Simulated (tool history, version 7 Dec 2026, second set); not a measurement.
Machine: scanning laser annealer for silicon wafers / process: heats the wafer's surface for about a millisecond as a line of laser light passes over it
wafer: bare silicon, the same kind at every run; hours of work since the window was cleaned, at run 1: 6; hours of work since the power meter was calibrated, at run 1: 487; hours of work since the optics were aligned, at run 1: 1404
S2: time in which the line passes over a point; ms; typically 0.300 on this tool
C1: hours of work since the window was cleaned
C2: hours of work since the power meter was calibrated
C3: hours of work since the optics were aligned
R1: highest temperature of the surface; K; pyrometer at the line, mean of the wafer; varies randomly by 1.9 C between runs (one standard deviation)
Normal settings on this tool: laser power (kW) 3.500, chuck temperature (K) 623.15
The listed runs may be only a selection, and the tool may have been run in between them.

run 1 day=0.000 | laser_power_(kW)=3.500 S2=0.300 chuck_temperature_(K)=623.15 | C1=6 C2=487 C3=1404 | R1=1441.15
run 2 day=2.488 | laser_power_(kW)=3.500 S2=0.230 chuck_temperature_(K)=623.15 | C1=35 C2=516 C3=1434 | R1=1336.15
-- day=5.600 optics aligned, line set to its width
run 3 day=5.662 | laser_power_(kW)=3.500 S2=0.230 chuck_temperature_(K)=623.15 | C1=70 C2=551 C3=1 | R1=1340.15
run 4 day=8.608 | laser_power_(kW)=3.500 S2=0.230 chuck_temperature_(K)=623.15 | C1=105 C2=586 C3=35 | R1=1339.15
run 5 day=10.225 | laser_power_(kW)=3.500 S2=0.230 chuck_temperature_(K)=623.15 | C1=124 C2=605 C3=55 | R1=1337.15
run 6 day=13.200 | laser_power_(kW)=3.500 S2=0.300 chuck_temperature_(K)=660.15 | C1=159 C2=640 C3=90 | R1=1477.15
run 7 day=16.471 | laser_power_(kW)=3.522 S2=0.300 chuck_temperature_(K)=623.15 | C1=198 C2=679 C3=128 | R1=1444.15
run 8 day=20.350 | laser_power_(kW)=3.522 S2=0.300 chuck_temperature_(K)=653.15 | C1=243 C2=724 C3=174 | R1=1472.15
run 9 day=22.012 | laser_power_(kW)=3.522 S2=0.300 chuck_temperature_(K)=653.15 | C1=263 C2=744 C3=193 | R1=1469.15
run 10 day=24.775 | laser_power_(kW)=3.500 S2=0.300 chuck_temperature_(K)=623.15 | C1=296 C2=777 C3=226 | R1=1436.15
run 11 day=27.338 | laser_power_(kW)=3.500 S2=0.300 chuck_temperature_(K)=607.15 | C1=326 C2=807 C3=256 | R1=1416.15
run 12 day=29.054 | laser_power_(kW)=3.500 S2=0.300 chuck_temperature_(K)=607.15 | C1=346 C2=827 C3=276 | R1=1416.15
run 13 day=32.154 | laser_power_(kW)=3.500 S2=0.300 chuck_temperature_(K)=607.15 | C1=383 C2=864 C3=313 | R1=1413.15
run 14 day=34.575 | laser_power_(kW)=3.500 S2=0.300 chuck_temperature_(K)=607.15 | C1=411 C2=892 C3=341 | R1=1417.15
run 15 day=38.425 | laser_power_(kW)=3.500 S2=0.300 chuck_temperature_(K)=607.15 | C1=456 C2=938 C3=387 | R1=1412.15
run 16 day=40.225 | laser_power_(kW)=3.500 S2=0.300 chuck_temperature_(K)=607.15 | C1=478 C2=959 C3=408 | R1=1415.15
run 17 day=41.825 | laser_power_(kW)=3.500 S2=0.300 chuck_temperature_(K)=607.15 | C1=497 C2=978 C3=427 | R1=1414.15
run 18 day=43.608 | laser_power_(kW)=3.500 S2=0.300 chuck_temperature_(K)=641.15 | C1=518 C2=999 C3=448 | R1=1443.15
run 19 day=45.933 | laser_power_(kW)=3.500 S2=0.300 chuck_temperature_(K)=623.15 | C1=545 C2=1026 C3=475 | R1=1425.15
run 20 day=48.467 | laser_power_(kW)=3.500 S2=0.300 chuck_temperature_(K)=623.15 | C1=575 C2=1056 C3=505 | R1=1425.15
run 21 day=50.246 | laser_power_(kW)=3.808 S2=0.300 chuck_temperature_(K)=623.15 | C1=596 C2=1077 C3=526 | R1=1490.15
run 22 day=54.121 | laser_power_(kW)=3.808 S2=0.300 chuck_temperature_(K)=623.15 | C1=641 C2=1122 C3=572 | R1=1491.15
run 23 day=57.775 | laser_power_(kW)=3.593 S2=0.300 chuck_temperature_(K)=623.15 | C1=685 C2=1166 C3=615 | R1=1446.15
-- day=60.000 window over the wafer cleaned
run 24 day=61.683 | laser_power_(kW)=3.593 S2=0.265 chuck_temperature_(K)=623.15 | C1=20 C2=1211 C3=660 | R1=1416.15
run 25 day=64.704 | laser_power_(kW)=3.593 S2=0.265 chuck_temperature_(K)=623.15 | C1=55 C2=1246 C3=696 | R1=1413.15
run 26 day=66.300 | laser_power_(kW)=3.735 S2=0.300 chuck_temperature_(K)=623.15 | C1=74 C2=1265 C3=714 | R1=1496.15
run 27 day=68.471 | laser_power_(kW)=3.591 S2=0.305 chuck_temperature_(K)=646.15 | C1=100 C2=1291 C3=740 | R1=1491.15
run 28 day=71.933 | laser_power_(kW)=3.500 S2=0.296 chuck_temperature_(K)=623.15 | C1=141 C2=1331 C3=781 | R1=1439.15
run 29 day=74.200 | laser_power_(kW)=3.500 S2=0.291 chuck_temperature_(K)=623.15 | C1=167 C2=1358 C3=807 | R1=1428.15
run 30 day=77.671 | laser_power_(kW)=3.500 S2=0.291 chuck_temperature_(K)=623.15 | C1=208 C2=1399 C3=848 | R1=1426.15
run 31 day=80.025 | laser_power_(kW)=3.500 S2=0.291 chuck_temperature_(K)=623.15 | C1=236 C2=1427 C3=876 | R1=1428.15
run 32 day=82.888 | laser_power_(kW)=3.357 S2=0.277 chuck_temperature_(K)=585.15 | C1=270 C2=1461 C3=910 | R1=1339.15
run 33 day=84.971 | laser_power_(kW)=3.357 S2=0.277 chuck_temperature_(K)=585.15 | C1=294 C2=1485 C3=934 | R1=1338.15
run 34 day=87.267 | laser_power_(kW)=3.357 S2=0.277 chuck_temperature_(K)=585.15 | C1=321 C2=1512 C3=961 | R1=1338.15
run 35 day=89.917 | laser_power_(kW)=3.358 S2=0.277 chuck_temperature_(K)=598.15 | C1=353 C2=1543 C3=993 | R1=1349.15
run 36 day=92.421 | laser_power_(kW)=3.500 S2=0.267 chuck_temperature_(K)=650.15 | C1=382 C2=1573 C3=1022 | R1=1412.15
run 37 day=96.083 | laser_power_(kW)=3.697 S2=0.260 chuck_temperature_(K)=659.15 | C1=425 C2=1616 C3=1065 | R1=1450.15
run 38 day=98.638 | laser_power_(kW)=3.697 S2=0.260 chuck_temperature_(K)=659.15 | C1=455 C2=1646 C3=1096 | R1=1450.15
run 39 day=101.983 | laser_power_(kW)=3.697 S2=0.344 chuck_temperature_(K)=640.15 | C1=495 C2=1686 C3=1135 | R1=1552.15
run 40 day=105.779 | laser_power_(kW)=3.697 S2=0.344 chuck_temperature_(K)=628.15 | C1=540 C2=1730 C3=1180 | R1=1536.15
run 41 day=109.638 | laser_power_(kW)=3.500 S2=0.280 chuck_temperature_(K)=655.15 | C1=585 C2=1776 C3=1225 | R1=1431.15

Consider 3 possible next runs. They are alternatives, not a sequence: every one starts from the tool as it was left by run 41. What does each give?
run A day=111.454 | laser_power_(kW)=3.500 S2=0.213 chuck_temperature_(K)=643.15 | C1=606 C2=1797 C3=1247 | R1=?
run B day=111.454 | laser_power_(kW)=3.500 S2=0.275 chuck_temperature_(K)=657.15 | C1=606 C2=1797 C3=1247 | R1=?
run C day=111.454 | laser_power_(kW)=3.161 S2=0.309 chuck_temperature_(K)=654.15 | C1=606 C2=1797 C3=1247 | R1=?

run=A R1=1318.15
run=B R1=1424.15
run=C R1=1393.15
Without the tool's unlogged condition, the same runs would have read:
run=A R1=1333.15
run=B R1=1441.15
run=C R1=1410.15
